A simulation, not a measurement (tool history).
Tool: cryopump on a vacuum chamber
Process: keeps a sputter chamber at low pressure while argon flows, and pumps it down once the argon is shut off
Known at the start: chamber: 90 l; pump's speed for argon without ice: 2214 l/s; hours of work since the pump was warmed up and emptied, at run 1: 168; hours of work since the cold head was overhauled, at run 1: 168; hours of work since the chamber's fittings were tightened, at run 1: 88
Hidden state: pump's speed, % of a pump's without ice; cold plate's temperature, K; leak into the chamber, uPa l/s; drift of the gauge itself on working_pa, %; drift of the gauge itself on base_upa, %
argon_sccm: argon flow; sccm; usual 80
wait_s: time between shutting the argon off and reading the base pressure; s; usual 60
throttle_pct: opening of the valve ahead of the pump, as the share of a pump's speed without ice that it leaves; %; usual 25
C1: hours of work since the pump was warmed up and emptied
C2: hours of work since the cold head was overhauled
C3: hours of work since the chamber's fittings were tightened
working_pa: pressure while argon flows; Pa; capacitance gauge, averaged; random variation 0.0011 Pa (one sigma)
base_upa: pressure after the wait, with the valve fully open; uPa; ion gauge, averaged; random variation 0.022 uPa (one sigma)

run 1 hour=0.0 | argon_sccm=80 wait_s=60 throttle_pct=25 | C1=168 C2=168 C3=88 | working_pa=0.2461 base_upa=0.73
run 2 hour=24.5 | argon_sccm=80 wait_s=60 throttle_pct=25 | C1=181 C2=181 C3=101 | working_pa=0.2479 base_upa=0.70
run 3 hour=52.8 | argon_sccm=80 wait_s=182 throttle_pct=25 | C1=197 C2=197 C3=117 | working_pa=0.2469 base_upa=0.47
run 4 hour=87.9 | argon_sccm=80 wait_s=60 throttle_pct=42 | C1=216 C2=216 C3=136 | working_pa=0.1492 base_upa=0.79
run 5 hour=117.4 | argon_sccm=80 wait_s=60 throttle_pct=42 | C1=232 C2=232 C3=151 | working_pa=0.1503 base_upa=0.84
run 6 hour=162.6 | argon_sccm=80 wait_s=60 throttle_pct=42 | C1=256 C2=256 C3=176 | working_pa=0.1515 base_upa=0.84
run 7 hour=198.5 | argon_sccm=80 wait_s=60 throttle_pct=42 | C1=275 C2=275 C3=195 | working_pa=0.1511 base_upa=0.90
run 8 hour=223.7 | argon_sccm=80 wait_s=60 throttle_pct=25 | C1=289 C2=289 C3=209 | working_pa=0.2500 base_upa=0.92
run 9 hour=251.3 | argon_sccm=80 wait_s=60 throttle_pct=25 | C1=304 C2=304 C3=224 | working_pa=0.2530 base_upa=0.93
run 10 hour=272.3 | argon_sccm=80 wait_s=60 throttle_pct=25 | C1=315 C2=315 C3=235 | working_pa=0.2488 base_upa=0.98
run 11 hour=295.1 | argon_sccm=80 wait_s=60 throttle_pct=25 | C1=327 C2=327 C3=247 | working_pa=0.2517 base_upa=1.00
run 12 hour=346.2 | argon_sccm=80 wait_s=60 throttle_pct=25 | C1=355 C2=355 C3=275 | working_pa=0.2514 base_upa=1.05
run 13 hour=387.7 | argon_sccm=136 wait_s=23 throttle_pct=43 | C1=377 C2=377 C3=297 | working_pa=0.2578 base_upa=1.75
run 14 hour=416.6 | argon_sccm=94 wait_s=30 throttle_pct=55 | C1=393 C2=393 C3=313 | working_pa=0.1404 base_upa=1.54
run 15 hour=456.2 | argon_sccm=86 wait_s=179 throttle_pct=33 | C1=414 C2=414 C3=334 | working_pa=0.2085 base_upa=0.84
run 16 hour=487.1 | argon_sccm=80 wait_s=60 throttle_pct=39 | C1=431 C2=431 C3=351 | working_pa=0.1669 base_upa=1.12
run 17 hour=538.1 | argon_sccm=69 wait_s=179 throttle_pct=19 | C1=458 C2=458 C3=378 | working_pa=0.2874 base_upa=0.91
run 18 hour=576.7 | argon_sccm=69 wait_s=179 throttle_pct=18 | C1=479 C2=479 C3=399 | working_pa=0.3042 base_upa=0.94
run 19 hour=603.3 | argon_sccm=136 wait_s=136 throttle_pct=32 | C1=494 C2=494 C3=414 | working_pa=0.3420 base_upa=1.01
run 20 hour=646.7 | argon_sccm=136 wait_s=136 throttle_pct=32 | C1=517 C2=517 C3=437 | working_pa=0.3446 base_upa=1.05
run 21 hour=694.1 | argon_sccm=136 wait_s=169 throttle_pct=32 | C1=543 C2=543 C3=462 | working_pa=0.3477 base_upa=1.07
run 22 hour=716.8 | argon_sccm=37 wait_s=60 throttle_pct=43 | C1=555 C2=555 C3=475 | working_pa=0.0722 base_upa=1.38
run 23 hour=740.9 | argon_sccm=129 wait_s=31 throttle_pct=16 | C1=568 C2=568 C3=488 | working_pa=0.6393 base_upa=1.80
run 24 hour=768.8 | argon_sccm=66 wait_s=115 throttle_pct=19 | C1=583 C2=583 C3=503 | working_pa=0.2793 base_upa=1.21

Forecast each of these 3 alternatives for the next run:
run A hour=820.3 | argon_sccm=66 wait_s=115 throttle_pct=28 | C1=611 C2=611 C3=531 | working_pa=? base_upa=?
run B hour=820.3 | argon_sccm=66 wait_s=115 throttle_pct=36 | C1=611 C2=611 C3=531 | working_pa=? base_upa=?
run C hour=820.3 | argon_sccm=80 wait_s=276 throttle_pct=32 | C1=611 C2=611 C3=531 | working_pa=? base_upa=?

run=A working_pa=0.1933 base_upa=1.25
run=B working_pa=0.1527 base_upa=1.30
run=C working_pa=0.2058 base_upa=1.13
Without the tool's hidden state the same runs would have given:
run=A working_pa=0.1802 base_upa=0.36
run=B working_pa=0.1396 base_upa=0.38
run=C working_pa=0.1900 base_upa=0.24
